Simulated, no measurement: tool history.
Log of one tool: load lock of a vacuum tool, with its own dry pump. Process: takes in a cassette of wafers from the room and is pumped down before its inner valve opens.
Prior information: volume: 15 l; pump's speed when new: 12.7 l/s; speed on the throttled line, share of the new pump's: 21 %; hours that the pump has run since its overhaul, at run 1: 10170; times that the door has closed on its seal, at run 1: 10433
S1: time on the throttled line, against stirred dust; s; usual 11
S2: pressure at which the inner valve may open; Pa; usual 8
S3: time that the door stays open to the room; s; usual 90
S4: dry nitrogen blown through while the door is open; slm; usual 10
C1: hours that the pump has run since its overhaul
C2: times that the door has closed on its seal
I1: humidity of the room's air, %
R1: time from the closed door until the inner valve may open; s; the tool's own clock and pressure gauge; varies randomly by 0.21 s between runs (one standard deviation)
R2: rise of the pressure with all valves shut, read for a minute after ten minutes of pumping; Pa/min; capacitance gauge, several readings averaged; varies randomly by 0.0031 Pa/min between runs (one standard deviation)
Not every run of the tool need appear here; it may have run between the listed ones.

run 1 hour=0.0 | S1=11 S2=8 S3=90 S4=10 | C1=10170 C2=10433 | I1=45.9 | R1=20.8 R2=0.111
run 2 hour=95.2 | S1=11 S2=8 S3=90 S4=10 | C1=10265 C2=10605 | I1=44.9 | R1=21.0 R2=0.112
run 3 hour=207.5 | S1=11 S2=11 S3=90 S4=10 | C1=10377 C2=10807 | I1=46.5 | R1=20.4 R2=0.105
run 4 hour=365.2 | S1=11 S2=11 S3=90 S4=10 | C1=10535 C2=11091 | I1=44.7 | R1=19.7 R2=0.112
run 5 hour=459.9 | S1=11 S2=8 S3=90 S4=10 | C1=10630 C2=11262 | I1=44.6 | R1=20.8 R2=0.108
run 6 hour=580.7 | S1=11 S2=8 S3=220 S4=10 | C1=10750 C2=11480 | I1=45.3 | R1=20.9 R2=0.159
run 7 hour=696.5 | S1=11 S2=8 S3=82 S4=10 | C1=10866 C2=11688 | I1=45.7 | R1=20.7 R2=0.111
run 8 hour=804.0 | S1=11 S2=8 S3=90 S4=10 | C1=10974 C2=11882 | I1=49.6 | R1=20.9 R2=0.118
run 9 hour=980.0 | S1=11 S2=8 S3=90 S4=10 | C1=11150 C2=12199 | I1=45.7 | R1=21.0 R2=0.118
run 10 hour=1113.9 | S1=11 S2=8 S3=49 S4=10 | C1=11284 C2=12440 | I1=46.4 | R1=21.0 R2=0.098
run 11 hour=1258.5 | S1=11 S2=8 S3=90 S4=10 | C1=11428 C2=12701 | I1=45.0 | R1=21.0 R2=0.114
run 12 hour=1331.2 | S1=11 S2=12 S3=66 S4=10 | C1=11501 C2=12832 | I1=43.6 | R1=20.5 R2=0.099
run 13 hour=1415.5 | S1=8 S2=8 S3=64 S4=8 | C1=11585 C2=12984 | I1=46.5 | R1=18.7 R2=0.113
run 14 hour=1499.0 | S1=8 S2=8 S3=64 S4=8 | C1=11669 C2=13134 | I1=48.7 | R1=18.6 R2=0.116
run 15 hour=1587.4 | S1=8 S2=10 S3=64 S4=8 | C1=11757 C2=13294 | I1=43.3 | R1=18.4 R2=0.106
run 16 hour=1659.6 | S1=11 S2=14 S3=90 S4=28 | C1=11829 C2=13424 | I1=46.5 | R1=20.5 R2=0.096
run 17 hour=1819.0 | S1=11 S2=8 S3=122 S4=12 | C1=11989 C2=13711 | I1=46.7 | R1=21.0 R2=0.133
run 18 hour=1989.1 | S1=11 S2=8 S3=194 S4=9 | C1=12159 C2=14018 | I1=44.9 | R1=21.2 R2=0.165
run 19 hour=2127.2 | S1=8 S2=8 S3=90 S4=21 | C1=12297 C2=14266 | I1=41.2 | R1=18.9 R2=0.105
run 20 hour=2220.5 | S1=11 S2=7 S3=38 S4=10 | C1=12390 C2=14434 | I1=45.7 | R1=20.9 R2=0.100
run 21 hour=2359.3 | S1=14 S2=14 S3=28 S4=10 | C1=12529 C2=14685 | I1=43.3 | R1=22.6 R2=0.094

Alternative continuations, all from the tool just after run 21; predict every row:
run A hour=2510.6 | S1=22 S2=8 S3=30 S4=13 | C1=12680 C2=14957 | I1=50.2 | R1=? R2=?
run B hour=2510.6 | S1=7 S2=14 S3=28 S4=10 | C1=12680 C2=14957 | I1=42.8 | R1=? R2=?
run C hour=2510.6 | S1=11 S2=11 S3=29 S4=8 | C1=12680 C2=14957 | I1=45.5 | R1=? R2=?
run D hour=2510.6 | S1=11 S2=8 S3=35 S4=5 | C1=12680 C2=14957 | I1=43.0 | R1=? R2=?
run E hour=2510.6 | S1=13 S2=14 S3=28 S4=5 | C1=12680 C2=14957 | I1=44.4 | R1=? R2=?

run=A R1=29.5 R2=0.095
run=B R1=17.3 R2=0.095
run=C R1=20.3 R2=0.104
run=D R1=21.3 R2=0.098
run=E R1=21.6 R2=0.097
Had the tool no hidden state, the same runs would have come out as:
run=A R1=28.7 R2=0.041
run=B R1=16.1 R2=0.041
run=C R1=19.3 R2=0.049
run=D R1=20.2 R2=0.044
run=E R1=20.6 R2=0.042

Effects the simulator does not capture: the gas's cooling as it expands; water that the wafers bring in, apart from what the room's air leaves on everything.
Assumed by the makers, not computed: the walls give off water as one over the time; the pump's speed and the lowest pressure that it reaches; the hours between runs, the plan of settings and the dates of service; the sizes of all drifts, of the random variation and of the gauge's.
